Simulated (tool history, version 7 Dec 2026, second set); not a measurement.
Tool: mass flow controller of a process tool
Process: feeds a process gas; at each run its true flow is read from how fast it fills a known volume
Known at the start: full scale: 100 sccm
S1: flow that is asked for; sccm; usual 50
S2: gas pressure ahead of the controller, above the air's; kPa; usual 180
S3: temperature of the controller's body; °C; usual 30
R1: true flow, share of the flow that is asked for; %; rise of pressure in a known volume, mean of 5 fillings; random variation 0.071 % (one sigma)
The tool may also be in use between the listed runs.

run      day  S1   S2  S3     R1
  1    0.000  50  180  30  98.35
  2    3.529  50  180  30  98.15
  3    7.262  50  180  22  97.87
  4   13.296  50  180  22  97.80
  5   15.850  50  180  22  97.85
  6   19.554  50  180  22  97.78
  7   24.017  50  180  22  97.65
  8   27.392  50  180  22  97.62
  9   32.983  50  180  22  97.59
 10   38.458  50  180  22  97.43
 11   43.375  50  180  22  97.50
 12   48.792  50  162  22  97.46
 13   52.967  50  162  22  97.42
 14   56.725  50  162  22  97.44
 15   61.662  50  180  30  97.81
 16   66.583  50  180  30  97.77
 17   69.542  50  180  30  97.72
 18   75.475  50  180  30  97.68
 19   79.467  50  180  30  97.77
 20   83.358  50  180  30  97.60
 21   87.300  52  220  23  97.57
 22   89.879  52  220  23  97.33
 23   93.708  52  220  23  97.38
 24   98.738  52  219  40  98.26
 25  104.171  52  219  40  98.28

The next listed run, before its measurement:
 26  110.183  50  257  28   ?

{"run 26": {"R1": 97.71}}
Without the tool's hidden state the same run would have given R1 99.96 %.
